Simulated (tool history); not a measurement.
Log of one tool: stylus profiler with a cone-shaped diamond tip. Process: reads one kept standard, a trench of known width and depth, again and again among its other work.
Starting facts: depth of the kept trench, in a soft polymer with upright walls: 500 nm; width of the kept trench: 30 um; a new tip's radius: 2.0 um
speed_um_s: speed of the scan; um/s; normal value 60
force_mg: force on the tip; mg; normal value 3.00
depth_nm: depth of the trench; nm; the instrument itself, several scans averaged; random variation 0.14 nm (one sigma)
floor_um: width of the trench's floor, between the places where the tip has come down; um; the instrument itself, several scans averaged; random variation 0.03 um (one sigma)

run 1 day=0.000 | speed_um_s=60 force_mg=3.00 | depth_nm=506.89 floor_um=26.76
run 2 day=2.062 | speed_um_s=76 force_mg=3.00 | depth_nm=506.90 floor_um=26.77
run 3 day=4.367 | speed_um_s=76 force_mg=3.00 | depth_nm=507.03 floor_um=26.75
run 4 day=6.521 | speed_um_s=76 force_mg=3.00 | depth_nm=506.67 floor_um=26.74
run 5 day=7.662 | speed_um_s=76 force_mg=3.00 | depth_nm=507.04 floor_um=26.72
run 6 day=9.025 | speed_um_s=60 force_mg=3.00 | depth_nm=506.63 floor_um=26.80
run 7 day=10.467 | speed_um_s=60 force_mg=3.00 | depth_nm=506.83 floor_um=26.75
run 8 day=12.521 | speed_um_s=60 force_mg=3.00 | depth_nm=506.81 floor_um=26.75
run 9 day=14.825 | speed_um_s=60 force_mg=3.00 | depth_nm=506.79 floor_um=26.69
run 10 day=16.500 | speed_um_s=60 force_mg=3.00 | depth_nm=506.80 floor_um=26.71
run 11 day=17.571 | speed_um_s=60 force_mg=3.00 | depth_nm=506.89 floor_um=26.73
run 12 day=19.308 | speed_um_s=60 force_mg=3.00 | depth_nm=506.76 floor_um=26.73
run 13 day=20.475 | speed_um_s=60 force_mg=3.00 | depth_nm=506.82 floor_um=26.61
run 14 day=22.471 | speed_um_s=230 force_mg=3.00 | depth_nm=506.71 floor_um=26.13
run 15 day=24.029 | speed_um_s=224 force_mg=3.00 | depth_nm=506.42 floor_um=26.14
run 16 day=25.104 | speed_um_s=224 force_mg=3.00 | depth_nm=506.84 floor_um=26.13
run 17 day=26.150 | speed_um_s=224 force_mg=3.00 | depth_nm=507.04 floor_um=26.12
run 18 day=28.142 | speed_um_s=224 force_mg=3.00 | depth_nm=506.88 floor_um=26.17
run 19 day=29.946 | speed_um_s=178 force_mg=3.00 | depth_nm=506.51 floor_um=26.21
run 20 day=31.312 | speed_um_s=178 force_mg=3.00 | depth_nm=506.35 floor_um=26.23
run 21 day=32.733 | speed_um_s=178 force_mg=3.00 | depth_nm=506.79 floor_um=26.23
run 22 day=34.271 | speed_um_s=178 force_mg=3.00 | depth_nm=506.33 floor_um=26.25
run 23 day=35.404 | speed_um_s=178 force_mg=3.00 | depth_nm=506.93 floor_um=26.20
run 24 day=37.329 | speed_um_s=178 force_mg=3.00 | depth_nm=506.84 floor_um=26.20
run 25 day=39.183 | speed_um_s=57 force_mg=5.12 | depth_nm=510.00 floor_um=26.62
run 26 day=40.371 | speed_um_s=33 force_mg=1.54 | depth_nm=503.95 floor_um=26.61
run 27 day=42.462 | speed_um_s=33 force_mg=1.54 | depth_nm=503.74 floor_um=26.53
run 28 day=43.421 | speed_um_s=33 force_mg=1.54 | depth_nm=503.90 floor_um=26.53
run 29 day=45.175 | speed_um_s=80 force_mg=1.63 | depth_nm=504.35 floor_um=26.39
-- day=45.317 height scale calibrated on a step standard
run 30 day=46.508 | speed_um_s=102 force_mg=1.05 | depth_nm=502.72 floor_um=26.19
run 31 day=48.108 | speed_um_s=102 force_mg=1.05 | depth_nm=502.45 floor_um=26.13
run 32 day=50.183 | speed_um_s=145 force_mg=3.68 | depth_nm=507.24 floor_um=26.19
-- day=50.896 height scale calibrated on a step standard, once more
run 33 day=51.688 | speed_um_s=26 force_mg=7.45 | depth_nm=513.59 floor_um=26.57
run 34 day=53.117 | speed_um_s=53 force_mg=5.11 | depth_nm=510.70 floor_um=26.52
run 35 day=54.796 | speed_um_s=53 force_mg=5.11 | depth_nm=510.68 floor_um=26.50
run 36 day=56.425 | speed_um_s=122 force_mg=1.53 | depth_nm=504.63 floor_um=26.10
run 37 day=58.104 | speed_um_s=122 force_mg=1.53 | depth_nm=504.73 floor_um=26.03
run 38 day=59.412 | speed_um_s=68 force_mg=2.21 | depth_nm=506.06 floor_um=26.35
run 39 day=61.179 | speed_um_s=68 force_mg=2.21 | depth_nm=505.99 floor_um=26.35
run 40 day=63.288 | speed_um_s=131 force_mg=2.15 | depth_nm=506.03 floor_um=26.12
run 41 day=65.367 | speed_um_s=37 force_mg=1.36 | depth_nm=504.25 floor_um=26.41
run 42 day=66.775 | speed_um_s=37 force_mg=1.36 | depth_nm=504.01 floor_um=26.39
run 43 day=68.879 | speed_um_s=37 force_mg=1.36 | depth_nm=504.33 floor_um=26.41
run 44 day=70.938 | speed_um_s=37 force_mg=1.36 | depth_nm=504.26 floor_um=26.40
run 45 day=72.625 | speed_um_s=100 force_mg=1.41 | depth_nm=504.19 floor_um=26.09
run 46 day=73.800 | speed_um_s=100 force_mg=1.41 | depth_nm=504.20 floor_um=26.10

3 options for the next run, each taken on its own from the tool as it stands now. Forecast them:
run A day=75.583 | speed_um_s=29 force_mg=1.53 | depth_nm=? floor_um=?
run B day=75.583 | speed_um_s=20 force_mg=3.15 | depth_nm=? floor_um=?
run C day=75.583 | speed_um_s=18 force_mg=1.86 | depth_nm=? floor_um=?

run=A depth_nm=504.66 floor_um=26.37
run=B depth_nm=507.43 floor_um=26.43
run=C depth_nm=505.46 floor_um=26.40
What these runs would have given with no unlogged condition in the tool:
run=A depth_nm=504.96 floor_um=27.23
run=B depth_nm=507.74 floor_um=27.29
run=C depth_nm=505.76 floor_um=27.26
